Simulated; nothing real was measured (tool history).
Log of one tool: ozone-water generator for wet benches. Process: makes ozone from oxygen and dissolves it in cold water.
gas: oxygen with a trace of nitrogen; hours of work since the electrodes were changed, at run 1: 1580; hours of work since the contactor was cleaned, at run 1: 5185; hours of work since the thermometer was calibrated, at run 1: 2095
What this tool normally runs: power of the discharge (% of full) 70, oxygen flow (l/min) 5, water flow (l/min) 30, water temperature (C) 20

run,day,power of the discharge (% of full),oxygen flow (l/min),water flow (l/min),water temperature (C),hours of work since the electrodes were changed,hours of work since the contactor was cleaned,hours of work since the thermometer was calibrated,dissolved ozone (ppm),ozone in the gas ahead of the water (g/m3)
1,0,70,5,30,20,1580,5185,2095,13.3,171.9
2,2.85,70,5,30,20,1622,5228,2137,13.3,170.4
3,7.546,70,5,30,20,1691,5297,2206,13,169.3
4,10.925,70,5,30,20,1741,5347,2256,13.3,171.2
5,14.479,70,5,30,20,1794,5400,2309,13.1,171.3
6,19.062,70,5,30,20,1862,5468,2377,13.2,169.9
7,22.404,70,5,30,20,1911,5517,2426,13.4,171.3
8,25.35,70,3.7,30,20,1955,5561,2470,13.1,211.4
9,27.846,70,3.7,30,20,1992,5598,2507,13.2,207.1
# day 32.079: contactor cleaned
10,32.258,70,5,42,20,2055,3,2570,10,169.7
11,36.858,70,2.88,30,20,2123,71,2638,13.3,248.2
12,41.429,70,2.88,20,20,2191,139,2706,19.5,248.9
13,44.033,70,5,30,20,2229,177,2744,13.5,167.9
14,48.375,61,5,30,20,2294,241,2809,12.1,152.9
# day 50.492: water thermometer calibrated
15,50.871,61,5,30,20,2330,278,6,12.3,153
16,53.783,61,5,30,20,2373,321,49,12.5,154.2
17,56.1,61,5,30,20,2408,355,83,12.1,155
18,60.175,83,5,25,20,2468,416,143,17.6,191.6
19,63.488,83,5,25,20,2517,465,192,17.5,190.4
20,67.579,67,5.31,29,13,2578,525,253,14.2,157.5
21,70.304,67,5.31,29,13,2618,566,293,14.1,157
22,73.9,97,5.31,29,13,2671,619,347,18.8,202.9
23,77.254,44,5,30,17,2721,669,396,10.1,122.3
# day 81.588: water thermometer calibrated, once more
24,81.904,44,2.87,30,13,2790,737,5,10.2,179.8
25,84.092,44,2.87,30,13,2822,770,37,10.1,180.1
26,87.2,70,5.55,30,20,2868,816,83,13.4,156.3
27,90.554,70,5.55,30,20,2918,865,133,13.2,154.7
28,94.988,49,3.09,31,25,2983,931,198,9.4,181.6
29,97.438,49,3.09,31,25,3020,967,235,9.4,181.3
30,100.217,71,3.94,19,25,3061,1009,276,18.3,201.1
31,102.738,71,3.94,19,25,3098,1046,313,18.4,199.6
32,106.188,69,3.01,19,25,3149,1097,364,18.7,234.6
33,109.192,69,3.01,19,25,3194,1142,409,18.8,236.4
34,113.608,69,3.01,19,25,3259,1207,474,18.4,234.5

Below are 3 alternative next runs, each starting from the tool's condition after run 34. Predict each:
A,118.283,89,5.05,27,25,3328,1276,543,?,?
B,118.283,41,5,46,20,3328,1276,543,?,?
C,118.283,58,5,38,26,3328,1276,543,?,?

run,dissolved ozone (ppm),ozone in the gas ahead of the water (g/m3)
A,15.9,194.6
B,6.1,115.2
C,9,147.1
What these runs would have given with no unlogged condition in the tool:
run,dissolved ozone (ppm),ozone in the gas ahead of the water (g/m3)
A,16.8,204.7
B,6.4,118.3
C,9.5,152.7
